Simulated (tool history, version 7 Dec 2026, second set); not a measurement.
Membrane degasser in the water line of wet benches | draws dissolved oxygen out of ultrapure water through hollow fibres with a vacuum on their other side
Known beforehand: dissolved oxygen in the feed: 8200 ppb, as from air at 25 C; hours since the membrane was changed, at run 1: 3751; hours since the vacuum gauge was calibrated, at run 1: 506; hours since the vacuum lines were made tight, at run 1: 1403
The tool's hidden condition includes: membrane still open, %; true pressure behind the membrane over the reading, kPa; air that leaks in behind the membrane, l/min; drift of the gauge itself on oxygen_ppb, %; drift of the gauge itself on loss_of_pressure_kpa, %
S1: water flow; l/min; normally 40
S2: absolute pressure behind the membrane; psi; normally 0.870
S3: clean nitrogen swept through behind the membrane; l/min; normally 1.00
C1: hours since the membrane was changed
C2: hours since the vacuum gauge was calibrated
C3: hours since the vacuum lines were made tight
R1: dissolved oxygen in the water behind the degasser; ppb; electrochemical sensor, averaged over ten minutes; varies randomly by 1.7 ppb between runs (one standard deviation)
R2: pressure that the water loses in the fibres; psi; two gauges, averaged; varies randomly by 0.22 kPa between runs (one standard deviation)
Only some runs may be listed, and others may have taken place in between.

| run | hour | S1 | S2 | S3 | C1 | C2 | C3 | R1 | R2 |
|---|---|---|---|---|---|---|---|---|---|
| 1 | 0.0 | 40 | 0.870 | 1.00 | 3751 | 506 | 1403 | 228.3 | 7.645 |
| 2 | 231.6 | 40 | 0.870 | 1.01 | 3983 | 737 | 1634 | 226.9 | 7.590 |
| 3 | 410.0 | 40 | 0.870 | 1.01 | 4161 | 916 | 1813 | 226.9 | 7.643 |
| 4 | 530.1 | 40 | 0.870 | 1.01 | 4281 | 1036 | 1933 | 228.8 | 7.587 |
| 5 | 647.8 | 40 | 0.870 | 1.01 | 4399 | 1153 | 2051 | 226.8 | 7.648 |
| 6 | 768.6 | 40 | 0.870 | 1.01 | 4520 | 1274 | 2171 | 230.7 | 7.629 |
| 7 | 982.8 | 40 | 0.870 | 1.01 | 4734 | 1488 | 2386 | 227.0 | 7.620 |
| 8 | 1216.4 | 40 | 0.870 | 1.00 | 4968 | 1722 | 2619 | 228.2 | 7.551 |
| 9 | 1413.2 | 29 | 0.870 | 1.00 | 5164 | 1919 | 2816 | 170.1 | 5.538 |
| 10 | 1622.7 | 40 | 0.870 | 1.00 | 5374 | 2128 | 3025 | 226.4 | 7.622 |
| 11 | 1826.1 | 50 | 0.870 | 1.00 | 5577 | 2332 | 3229 | 292.6 | 9.517 |
| 12 | 1920.6 | 50 | 0.870 | 1.00 | 5672 | 2426 | 3323 | 288.1 | 9.497 |
| 13 | 2154.4 | 50 | 0.634 | 1.00 | 5906 | 2660 | 3557 | 141.4 | 9.555 |
| 14 | 2303.5 | 40 | 0.870 | 1.00 | 6055 | 2809 | 3706 | 229.2 | 7.622 |
| 15 | 2524.4 | 40 | 0.870 | 1.00 | 6276 | 3030 | 3927 | 229.9 | 7.597 |
| 16 | 2736.0 | 40 | 0.870 | 1.00 | 6487 | 3242 | 4139 | 227.8 | 7.628 |
| 17 | 2850.2 | 40 | 0.870 | 1.00 | 6601 | 3356 | 4253 | 227.7 | 7.630 |
| 18 | 2971.5 | 29 | 2.073 | 1.72 | 6723 | 3477 | 4374 | 408.1 | 5.526 |
| 19 | 3101.6 | 29 | 2.073 | 1.72 | 6853 | 3607 | 4504 | 404.2 | 5.520 |
| 20 | 3197.8 | 39 | 0.901 | 0.67 | 6949 | 3703 | 4601 | 316.8 | 7.426 |
| 21 | 3291.9 | 40 | 1.685 | 1.19 | 7043 | 3798 | 4695 | 557.5 | 7.603 |
| 22 | 3398.7 | 40 | 1.685 | 1.19 | 7150 | 3904 | 4801 | 555.2 | 7.633 |
| 23 | 3564.8 | 40 | 1.685 | 1.19 | 7316 | 4070 | 4968 | 562.8 | 7.612 |
| 24 | 3674.1 | 40 | 1.685 | 1.19 | 7425 | 4180 | 5077 | 557.2 | 7.597 |
| 25 | 3860.0 | 49 | 0.743 | 2.18 | 7611 | 4366 | 5263 | 118.9 | 9.353 |
| 26 | 4029.5 | 49 | 0.743 | 2.18 | 7781 | 4535 | 5432 | 121.0 | 9.316 |
| 27 | 4236.0 | 49 | 0.743 | 2.18 | 7987 | 4742 | 5639 | 120.4 | 9.332 |
| 28 | 4436.7 | 37 | 1.973 | 2.18 | 8188 | 4942 | 5839 | 387.5 | 7.056 |
| 29 | 4627.8 | 33 | 1.073 | 1.00 | 8379 | 5133 | 6031 | 281.4 | 6.284 |
| 30 | 4858.7 | 64 | 1.594 | 1.65 | 8610 | 5364 | 6261 | 649.3 | 12.211 |
| 31 | 5061.8 | 64 | 1.594 | 1.65 | 8813 | 5567 | 6465 | 655.1 | 12.115 |

What if the next run were any one of these 4? Each begins from the tool's condition after run 31:
| A | 5273.9 | 40 | 0.870 | 0.81 | 9025 | 5780 | 6677 | ? | ? |
| B | 5273.9 | 64 | 1.594 | 2.24 | 9025 | 5780 | 6677 | ? | ? |
| C | 5273.9 | 25 | 1.907 | 0.95 | 9025 | 5780 | 6677 | ? | ? |
| D | 5273.9 | 26 | 0.719 | 1.29 | 9025 | 5780 | 6677 | ? | ? |

| run | R1 | R2 |
|---|---|---|
| A | 265.1 | 7.661 |
| B | 542.8 | 12.179 |
| C | 535.8 | 4.780 |
| D | 78.3 | 4.923 |
Without the tool's unlogged condition, the same runs would have read:
| run | R1 | R2 |
|---|---|---|
| A | 264.9 | 7.655 |
| B | 542.5 | 12.170 |
| C | 535.7 | 4.778 |
| D | 78.2 | 4.920 |
